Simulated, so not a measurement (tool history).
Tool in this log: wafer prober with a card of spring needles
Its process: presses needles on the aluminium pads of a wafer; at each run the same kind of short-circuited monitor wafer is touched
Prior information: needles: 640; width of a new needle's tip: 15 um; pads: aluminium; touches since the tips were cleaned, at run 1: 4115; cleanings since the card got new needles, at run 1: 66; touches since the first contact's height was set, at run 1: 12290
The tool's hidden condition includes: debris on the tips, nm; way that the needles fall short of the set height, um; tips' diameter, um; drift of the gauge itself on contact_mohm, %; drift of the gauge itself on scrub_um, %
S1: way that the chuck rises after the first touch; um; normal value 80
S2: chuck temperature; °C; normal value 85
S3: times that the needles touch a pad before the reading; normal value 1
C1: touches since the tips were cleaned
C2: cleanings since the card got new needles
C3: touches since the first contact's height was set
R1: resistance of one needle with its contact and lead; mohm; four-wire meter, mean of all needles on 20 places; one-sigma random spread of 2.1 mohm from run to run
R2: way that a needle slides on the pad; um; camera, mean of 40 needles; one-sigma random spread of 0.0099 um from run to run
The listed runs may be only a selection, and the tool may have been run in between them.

run 1 hour=0 | S1=80 S2=85 S3=1 | C1=4115 C2=66 C3=12290 | R1=234 R2=15.611
-- hour=9 tips cleaned on abrasive film
-- hour=30.9 tips cleaned on abrasive film
-- hour=52 tips cleaned on abrasive film
run 2 hour=55.7 | S1=80 S2=85 S3=1 | C1=1719 C2=69 C3=37817 | R1=232 R2=15.62
-- hour=72.4 tips cleaned on abrasive film
-- hour=94 tips cleaned on abrasive film
-- hour=115.7 tips cleaned on abrasive film
run 3 hour=118.8 | S1=69 S2=85 S3=1 | C1=1407 C2=72 C3=66718 | R1=237 R2=13.464
-- hour=136.5 tips cleaned on abrasive film
-- hour=157.8 tips cleaned on abrasive film
-- hour=179.2 tips cleaned on abrasive film
run 4 hour=183.1 | S1=69 S2=85 S3=1 | C1=1778 C2=75 C3=96206 | R1=234 R2=13.452
-- hour=200.1 tips cleaned on abrasive film
-- hour=217.9 tips cleaned on abrasive film
-- hour=239.3 tips cleaned on abrasive film
-- hour=239.6 height of the first contact set anew
run 5 hour=239.6 | S1=80 S2=85 S3=1 | C1=0 C2=78 C3=0 | R1=237 R2=15.598
-- hour=257.5 tips cleaned on abrasive film
run 6 hour=274 | S1=80 S2=85 S3=1 | C1=7601 C2=79 C3=15777 | R1=234 R2=15.621
-- hour=278.5 tips cleaned on abrasive film
-- hour=296.3 tips cleaned on abrasive film
-- hour=318.6 tips cleaned on abrasive film
run 7 hour=319.7 | S1=80 S2=85 S3=1 | C1=500 C2=82 C3=36716 | R1=234 R2=15.606
-- hour=337.6 tips cleaned on abrasive film
-- hour=359.6 tips cleaned on abrasive film
-- hour=380.4 tips cleaned on abrasive film
run 8 hour=387.6 | S1=80 S2=104 S3=1 | C1=3300 C2=85 C3=67852 | R1=237 R2=15.609
-- hour=400.2 tips cleaned on abrasive film
-- hour=421.8 tips cleaned on abrasive film
-- hour=439.7 tips cleaned on abrasive film
run 9 hour=449.9 | S1=96 S2=94 S3=1 | C1=4719 C2=88 C3=96423 | R1=235 R2=18.714
-- hour=458 tips cleaned on abrasive film
-- hour=478.2 tips cleaned on abrasive film
-- hour=497.5 tips cleaned on abrasive film
-- hour=506.7 height of the first contact set anew
-- hour=515.7 tips cleaned on abrasive film
run 10 hour=531 | S1=96 S2=94 S3=1 | C1=7073 C2=92 C3=11161 | R1=236 R2=18.73
-- hour=535.6 tips cleaned on abrasive film
-- hour=556.3 tips cleaned on abrasive film
run 11 hour=571.9 | S1=93 S2=85 S3=1 | C1=7176 C2=94 C3=29895 | R1=232 R2=18.153
-- hour=576.3 tips cleaned on abrasive film
-- hour=594.2 tips cleaned on abrasive film
-- hour=615 tips cleaned on abrasive film
-- hour=636.4 tips cleaned on abrasive film
run 12 hour=636.6 | S1=93 S2=85 S3=1 | C1=89 C2=98 C3=59520 | R1=231 R2=18.162
-- hour=654.4 tips cleaned on abrasive film
-- hour=672.3 tips cleaned on abrasive film
-- hour=693.2 tips cleaned on abrasive film
run 13 hour=698.1 | S1=79 S2=32 S3=2 | C1=2247 C2=101 C3=87711 | R1=226 R2=15.426
-- hour=715.5 tips cleaned on abrasive film
-- hour=736.5 tips cleaned on abrasive film
run 14 hour=744.9 | S1=79 S2=61 S3=2 | C1=3892 C2=103 C3=109190 | R1=228 R2=15.417
-- hour=758.2 tips cleaned on abrasive film
-- hour=775.8 height of the first contact set anew
-- hour=780.3 tips cleaned on abrasive film
-- hour=802.6 tips cleaned on abrasive film
-- hour=824.9 tips cleaned on abrasive film
run 15 hour=825.1 | S1=96 S2=61 S3=1 | C1=88 C2=107 C3=22571 | R1=225 R2=18.723
-- hour=847 tips cleaned on abrasive film
-- hour=867.3 tips cleaned on abrasive film
-- hour=887.9 tips cleaned on abrasive film
run 16 hour=894 | S1=96 S2=40 S3=1 | C1=2846 C2=110 C3=54196 | R1=224 R2=18.726

Entry by entry between the runs, the difference in hidden state between the last listed run before and the first listed run after:
Between runs 1 and 2: tips cleaned on abrasive film (hour 9); tips cleaned on abrasive film (hour 30.9); tips cleaned on abrasive film (hour 52)
  debris on the tips, nm: 2.3 -> 1.4; way that the needles fall short of the set height, um: 0 -> 0.01
Between runs 2 and 3: tips cleaned on abrasive film (hour 72.4); tips cleaned on abrasive film (hour 94); tips cleaned on abrasive film (hour 115.7)
  both runs share identical hidden conditions
Between runs 3 and 4: tips cleaned on abrasive film (hour 136.5); tips cleaned on abrasive film (hour 157.8); tips cleaned on abrasive film (hour 179.2)
  debris on the tips, nm: 1.4 -> 1.9
Between runs 4 and 5: tips cleaned on abrasive film (hour 200.1); tips cleaned on abrasive film (hour 217.9); tips cleaned on abrasive film (hour 239.3); height of the first contact set anew (hour 239.6)
  debris on the tips, nm: 1.9 -> 0.3; way that the needles fall short of the set height, um: 0.01 -> 0; tips' diameter, um: 15.03 -> 15.04
Between runs 5 and 6: tips cleaned on abrasive film (hour 257.5)
  debris on the tips, nm: 0.3 -> 3.4
Between runs 6 and 7: tips cleaned on abrasive film (hour 278.5); tips cleaned on abrasive film (hour 296.3); tips cleaned on abrasive film (hour 318.6)
  debris on the tips, nm: 3.4 -> 0.8; way that the needles fall short of the set height, um: 0 -> 0.01
Between runs 7 and 8: tips cleaned on abrasive film (hour 337.6); tips cleaned on abrasive film (hour 359.6); tips cleaned on abrasive film (hour 380.4)
  debris on the tips, nm: 0.8 -> 2.5
Between runs 8 and 9: tips cleaned on abrasive film (hour 400.2); tips cleaned on abrasive film (hour 421.8); tips cleaned on abrasive film (hour 439.7)
  debris on the tips, nm: 2.5 -> 2.9
Between runs 9 and 10: tips cleaned on abrasive film (hour 458); tips cleaned on abrasive film (hour 478.2); tips cleaned on abrasive film (hour 497.5); height of the first contact set anew (hour 506.7); tips cleaned on abrasive film (hour 515.7)
  debris on the tips, nm: 2.9 -> 3.4; way that the needles fall short of the set height, um: 0.01 -> 0
Between runs 10 and 11: tips cleaned on abrasive film (hour 535.6); tips cleaned on abrasive film (hour 556.3)
  debris on the tips, nm: 3.4 -> 3.3
Between runs 11 and 12: tips cleaned on abrasive film (hour 576.3); tips cleaned on abrasive film (hour 594.2); tips cleaned on abrasive film (hour 615); tips cleaned on abrasive film (hour 636.4)
  debris on the tips, nm: 3.3 -> 0.3; way that the needles fall short of the set height, um: 0 -> 0.01; tips' diameter, um: 15.04 -> 15.05
Between runs 12 and 13: tips cleaned on abrasive film (hour 654.4); tips cleaned on abrasive film (hour 672.3); tips cleaned on abrasive film (hour 693.2)
  debris on the tips, nm: 0.3 -> 2
Between runs 13 and 14: tips cleaned on abrasive film (hour 715.5); tips cleaned on abrasive film (hour 736.5)
  debris on the tips, nm: 2 -> 2.6
Between runs 14 and 15: tips cleaned on abrasive film (hour 758.2); height of the first contact set anew (hour 775.8); tips cleaned on abrasive film (hour 780.3); tips cleaned on abrasive film (hour 802.6); tips cleaned on abrasive film (hour 824.9)
  debris on the tips, nm: 2.6 -> 0.4; way that the needles fall short of the set height, um: 0.01 -> 0
Between runs 15 and 16: tips cleaned on abrasive film (hour 847); tips cleaned on abrasive film (hour 867.3); tips cleaned on abrasive film (hour 887.9)
  debris on the tips, nm: 0.4 -> 2.2; way that the needles fall short of the set height, um: 0 -> 0.01

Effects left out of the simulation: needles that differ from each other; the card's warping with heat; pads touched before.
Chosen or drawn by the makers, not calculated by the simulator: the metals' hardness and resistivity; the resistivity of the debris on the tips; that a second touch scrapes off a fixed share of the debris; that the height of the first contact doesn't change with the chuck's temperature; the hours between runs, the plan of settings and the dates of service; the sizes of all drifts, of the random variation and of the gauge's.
